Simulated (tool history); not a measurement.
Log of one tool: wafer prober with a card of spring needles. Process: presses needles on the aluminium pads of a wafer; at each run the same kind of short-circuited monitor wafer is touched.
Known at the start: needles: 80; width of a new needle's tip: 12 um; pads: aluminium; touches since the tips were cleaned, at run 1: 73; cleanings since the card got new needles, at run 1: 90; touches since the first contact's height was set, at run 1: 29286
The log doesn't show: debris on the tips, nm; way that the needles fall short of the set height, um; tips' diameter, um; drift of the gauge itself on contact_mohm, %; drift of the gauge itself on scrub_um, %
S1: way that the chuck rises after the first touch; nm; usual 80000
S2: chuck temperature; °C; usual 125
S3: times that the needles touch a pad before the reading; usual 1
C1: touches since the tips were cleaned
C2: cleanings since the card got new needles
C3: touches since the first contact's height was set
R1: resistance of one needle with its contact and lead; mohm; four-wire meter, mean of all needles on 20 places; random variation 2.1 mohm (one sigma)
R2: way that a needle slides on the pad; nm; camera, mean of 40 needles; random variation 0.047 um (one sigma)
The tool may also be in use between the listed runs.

Run 1, hour 0.0: usual settings; C1 73; C2 90; C3 29286. Result: R1 238 mohm, R2 13220 nm.
At hour 19.9: tips cleaned on abrasive film.
At hour 36.7: tips cleaned on abrasive film.
Run 2, hour 39.1: usual settings; C1 465; C2 92; C3 36663. Result: R1 243 mohm, R2 13140 nm.
At hour 55.0: tips cleaned on abrasive film.
At hour 75.9: tips cleaned on abrasive film.
Run 3, hour 89.2: usual settings; C1 2520; C2 94; C3 46128. Result: R1 260 mohm, R2 13110 nm.
At hour 93.5: tips cleaned on abrasive film.
At hour 113.3: tips cleaned on abrasive film.
Run 4, hour 121.4: usual settings but S2 116 °C; C1 1533; C2 96; C3 52195. Result: R1 254 mohm, R2 13150 nm.
At hour 132.3: tips cleaned on abrasive film.
At hour 150.5: tips cleaned on abrasive film.
Run 5, hour 154.1: usual settings but S2 116 °C; C1 689; C2 98; C3 58351. Result: R1 245 mohm, R2 13030 nm.
At hour 168.2: tips cleaned on abrasive film.
At hour 189.1: tips cleaned on abrasive film.
At hour 207.4: tips cleaned on abrasive film.
Run 6, hour 211.1: usual settings but S2 116 °C; C1 710; C2 101; C3 69107. Result: R1 244 mohm, R2 13080 nm.
At hour 226.1: tips cleaned on abrasive film.
At hour 244.4: tips cleaned on abrasive film.
At hour 261.6: tips cleaned on abrasive film.
Run 7, hour 261.6: usual settings but S2 116 °C; C1 0; C2 104; C3 78619. Result: R1 232 mohm, R2 13050 nm.
At hour 279.9: tips cleaned on abrasive film.
At hour 299.1: tips cleaned on abrasive film.
Run 8, hour 307.7: usual settings but S2 116 °C; C1 1623; C2 106; C3 87313. Result: R1 254 mohm, R2 12990 nm.
At hour 316.0: tips cleaned on abrasive film.
At hour 335.3: tips cleaned on abrasive film.
Run 9, hour 335.7: usual settings but S2 116 °C; C1 59; C2 108; C3 92582. Result: R1 240 mohm, R2 13070 nm.
At hour 354.1: tips cleaned on abrasive film.
At hour 371.7: tips cleaned on abrasive film.
Run 10, hour 382.9: usual settings but S3 3; C1 2108; C2 110; C3 101495. Result: R1 243 mohm, R2 12970 nm.
At hour 389.8: tips cleaned on abrasive film.
At hour 402.6: height of the first contact set anew.
At hour 411.0: tips cleaned on abrasive film.
Run 11, hour 423.0: usual settings but S3 3; C1 2276; C2 112; C3 3855. Result: R1 243 mohm, R2 13370 nm.
At hour 429.8: tips cleaned on abrasive film.
At hour 447.7: tips cleaned on abrasive film.
Run 12, hour 454.2: usual settings but S2 32 °C, S3 2; C1 1226; C2 114; C3 9737. Result: R1 227 mohm, R2 13290 nm.
At hour 465.8: tips cleaned on abrasive film.
At hour 483.0: tips cleaned on abrasive film.
Run 13, hour 498.6: usual settings but S1 85000 nm, S2 65 °C; C1 2971; C2 116; C3 18122. Result: R1 247 mohm, R2 14110 nm.
At hour 502.9: tips cleaned on abrasive film.
At hour 520.8: tips cleaned on abrasive film.
At hour 539.4: tips cleaned on abrasive film.
At hour 559.0: tips cleaned on abrasive film.
Run 14, hour 562.4: usual settings but S1 85000 nm, S2 65 °C; C1 661; C2 120; C3 30143. Result: R1 236 mohm, R2 14070 nm.
At hour 579.0: tips cleaned on abrasive film.
At hour 596.5: tips cleaned on abrasive film.
Run 15, hour 599.2: usual settings but S1 75000 nm, S2 46 °C; C1 520; C2 122; C3 37076. Result: R1 232 mohm, R2 12240 nm.
At hour 614.9: tips cleaned on abrasive film.
At hour 634.1: tips cleaned on abrasive film.
Run 16, hour 637.9: usual settings but S2 49 °C, S3 3; C1 732; C2 124; C3 44376. Result: R1 226 mohm, R2 13090 nm.
At hour 654.7: tips cleaned on abrasive film.
At hour 675.0: tips cleaned on abrasive film.
At hour 694.9: tips cleaned on abrasive film.
Run 17, hour 699.8: usual settings but S1 68000 nm, S2 28 °C; C1 931; C2 127; C3 56050. Result: R1 237 mohm, R2 11110 nm.
At hour 713.1: tips cleaned on abrasive film.
At hour 732.0: tips cleaned on abrasive film.
Run 18, hour 732.0: usual settings but S1 73000 nm, S2 118 °C; C1 0; C2 129; C3 62116. Result: R1 233 mohm, R2 11810 nm.
At hour 750.5: tips cleaned on abrasive film.
Run 19, hour 765.5: usual settings but S1 90000 nm, S2 82 °C, S3 2; C1 2852; C2 130; C3 68453. Result: R1 241 mohm, R2 14680 nm.
At hour 769.8: tips cleaned on abrasive film.
At hour 790.7: tips cleaned on abrasive film.
At hour 808.7: tips cleaned on abrasive film.
Run 20, hour 821.3: usual settings; C1 2373; C2 133; C3 78964. Result: R1 265 mohm, R2 13070 nm.
At hour 825.5: tips cleaned on abrasive film.
At hour 843.4: tips cleaned on abrasive film.
At hour 863.3: tips cleaned on abrasive film.
Run 21, hour 877.6: usual settings but S1 98000 nm, S2 79 °C; C1 2716; C2 136; C3 89598. Result: R1 251 mohm, R2 15930 nm.

Forecast each of these 3 alternatives for the next run:
At hour 881.9: tips cleaned on abrasive film.
At hour 902.0: tips cleaned on abrasive film.
At hour 921.4: tips cleaned on abrasive film.
Run A, hour 934.6: usual settings but S1 85000 nm, S2 50 °C; C1 2504; C2 139; C3 100337. Result: R1 ?, R2 ?.
At hour 881.9: tips cleaned on abrasive film.
At hour 902.0: tips cleaned on abrasive film.
At hour 921.4: tips cleaned on abrasive film.
Run B, hour 934.6: usual settings but S1 98000 nm, S2 49 °C, S3 2; C1 2504; C2 139; C3 100337. Result: R1 ?, R2 ?.
At hour 881.9: tips cleaned on abrasive film.
At hour 902.0: tips cleaned on abrasive film.
At hour 921.4: tips cleaned on abrasive film.
Run C, hour 934.6: usual settings but S2 83 °C, S3 3; C1 2504; C2 139; C3 100337. Result: R1 ?, R2 ?.

run   R1     R2
  A  240  13800
  B  233  15970
  C  234  12900
Without the tool's hidden state the same runs would have given:
run   R1     R2
  A  215  14150
  B  220  16320
  C  225  13250
